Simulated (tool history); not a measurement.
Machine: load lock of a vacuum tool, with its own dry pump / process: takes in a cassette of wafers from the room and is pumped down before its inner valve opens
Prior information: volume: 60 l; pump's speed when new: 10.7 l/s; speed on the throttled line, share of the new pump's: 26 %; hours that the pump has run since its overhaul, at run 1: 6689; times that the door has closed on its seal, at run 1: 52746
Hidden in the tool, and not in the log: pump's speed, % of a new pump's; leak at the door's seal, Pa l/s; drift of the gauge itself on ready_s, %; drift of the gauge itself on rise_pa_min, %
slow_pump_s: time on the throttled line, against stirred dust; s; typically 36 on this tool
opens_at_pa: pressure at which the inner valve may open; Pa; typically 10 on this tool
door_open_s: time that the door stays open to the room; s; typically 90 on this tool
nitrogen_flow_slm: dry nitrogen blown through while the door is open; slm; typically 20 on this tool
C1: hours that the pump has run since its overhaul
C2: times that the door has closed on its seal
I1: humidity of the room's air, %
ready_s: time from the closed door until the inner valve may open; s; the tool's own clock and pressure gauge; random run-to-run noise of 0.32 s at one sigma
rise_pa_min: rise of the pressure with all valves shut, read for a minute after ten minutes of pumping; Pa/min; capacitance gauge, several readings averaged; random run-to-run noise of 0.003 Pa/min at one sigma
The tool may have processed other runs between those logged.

Run 1, hour 0: usual settings; C1 6689; C2 52746; I1 43.1. Result: ready_s 83.2 s, rise_pa_min 0.69 Pa/min.
Run 2, hour 331.4: usual settings; C1 7020; C2 54149; I1 45.8. Result: ready_s 82.9 s, rise_pa_min 0.73 Pa/min.
Run 3, hour 661.7: usual settings but opens_at_pa 19 Pa; C1 7351; C2 55547; I1 48.4. Result: ready_s 79.7 s, rise_pa_min 0.771 Pa/min.
At hour 703.8: door's seal changed, seat wiped.
Run 4, hour 947.1: usual settings but opens_at_pa 19 Pa; C1 7635; C2 1030; I1 40.8. Result: ready_s 78.7 s, rise_pa_min 0.039 Pa/min.
Run 5, hour 1192: usual settings but opens_at_pa 19 Pa; C1 7880; C2 2067; I1 41.5. Result: ready_s 79.9 s, rise_pa_min 0.048 Pa/min.
Run 6, hour 1519: usual settings but opens_at_pa 19 Pa; C1 8207; C2 3452; I1 42.5. Result: ready_s 79.6 s, rise_pa_min 0.054 Pa/min.
Run 7, hour 1844.2: usual settings but opens_at_pa 19 Pa; C1 8532; C2 4828; I1 44.3. Result: ready_s 79.6 s, rise_pa_min 0.065 Pa/min.
Run 8, hour 2170.1: usual settings but slow_pump_s 30 s, opens_at_pa 14 Pa, door_open_s 40 s; C1 8858; C2 6208; I1 45.4. Result: ready_s 77.4 s, rise_pa_min 0.058 Pa/min.
Run 9, hour 2453.9: usual settings but slow_pump_s 19 s, opens_at_pa 8 Pa; C1 9142; C2 7410; I1 49.1. Result: ready_s 73.8 s, rise_pa_min 0.086 Pa/min.
Run 10, hour 2739.6: usual settings but slow_pump_s 19 s, opens_at_pa 13 Pa, nitrogen_flow_slm 19 slm; C1 9427; C2 8619; I1 42.8. Result: ready_s 71.1 s, rise_pa_min 0.084 Pa/min.
Run 11, hour 3005: usual settings but door_open_s 35 s; C1 9693; C2 9743; I1 44. Result: ready_s 84.6 s, rise_pa_min 0.083 Pa/min.
Run 12, hour 3204.6: usual settings but slow_pump_s 28 s; C1 9892; C2 10588; I1 45.2. Result: ready_s 79.3 s, rise_pa_min 0.103 Pa/min.
Run 13, hour 3546.6: usual settings but nitrogen_flow_slm 21 slm; C1 10234; C2 12036; I1 44.9. Result: ready_s 85.5 s, rise_pa_min 0.107 Pa/min.

Consider 4 possible next runs. They are alternatives, not a sequence: every one starts from the tool as it was left by run 13. What does each give?
Run A, hour 3787.9: usual settings but slow_pump_s 66 s; C1 10476; C2 13058; I1 46.8. Result: ready_s ?, rise_pa_min ?.
Run B, hour 3787.9: usual settings but opens_at_pa 12 Pa, nitrogen_flow_slm 35 slm; C1 10476; C2 13058; I1 43.9. Result: ready_s ?, rise_pa_min ?.
Run C, hour 3787.9: usual settings but slow_pump_s 23 s, opens_at_pa 18 Pa, nitrogen_flow_slm 6 slm; C1 10476; C2 13058; I1 42.8. Result: ready_s ?, rise_pa_min ?.
Run D, hour 3787.9: usual settings but slow_pump_s 33 s, door_open_s 92 s, nitrogen_flow_slm 21 slm; C1 10476; C2 13058; I1 44.4. Result: ready_s ?, rise_pa_min ?.

run  ready_s  rise_pa_min
  A      107        0.119
  B       84        0.112
  C       72        0.138
  D     83.4        0.113
Had the tool no hidden state, the same runs would have come out as:
run  ready_s  rise_pa_min
  A    101.5        0.042
  B     77.5        0.033
  C     65.4         0.06
  D     76.5        0.035
